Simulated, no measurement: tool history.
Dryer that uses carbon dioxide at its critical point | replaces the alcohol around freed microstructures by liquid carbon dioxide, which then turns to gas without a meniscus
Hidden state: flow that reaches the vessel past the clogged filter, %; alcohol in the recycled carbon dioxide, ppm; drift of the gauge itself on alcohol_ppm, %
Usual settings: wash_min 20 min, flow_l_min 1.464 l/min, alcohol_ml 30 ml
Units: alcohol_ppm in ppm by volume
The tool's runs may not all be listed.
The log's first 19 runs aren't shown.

| run | hour | wash_min | flow_l_min | alcohol_ml | hours of work since the filter was changed | hours of work since the purifier's bed was changed | alcohol_ppm |
|---|---|---|---|---|---|---|---|
| 20 | 473.4 | 20 | 1.68 | 30 | 139 | 333 | 105 |
| 21 | 491 | 18 | 1.07 | 30 | 150 | 344 | 234 |
| 22 | 524.4 | 18 | 1.07 | 30 | 172 | 365 | 242 |
| 23 | 551.9 | 18 | 1.07 | 30 | 189 | 383 | 255 |
| 24 | 568.6 | 18 | 1.07 | 30 | 200 | 393 | 268 |
| 25 | 593.6 | 18 | 1.07 | 30 | 216 | 409 | 260 |
| 26 | 609.9 | 18 | 1.07 | 30 | 226 | 419 | 261 |
| 27 | 624.5 | 12 | 1.22 | 30 | 235 | 429 | 498 |
| 28 | 657 | 20 | 1.1 | 22 | 256 | 449 | 190 |
| 29 | 690.8 | 29 | 1.51 | 25 | 278 | 471 | 139 |

Forecast run 30:
| 30 | 705.6 | 13 | 1.51 | 25 | 287 | 480 | ? |

Run 30 gave alcohol_ppm 252 ppm by volume.
Without the tool's hidden state the same run would have given alcohol_ppm 100 ppm by volume.
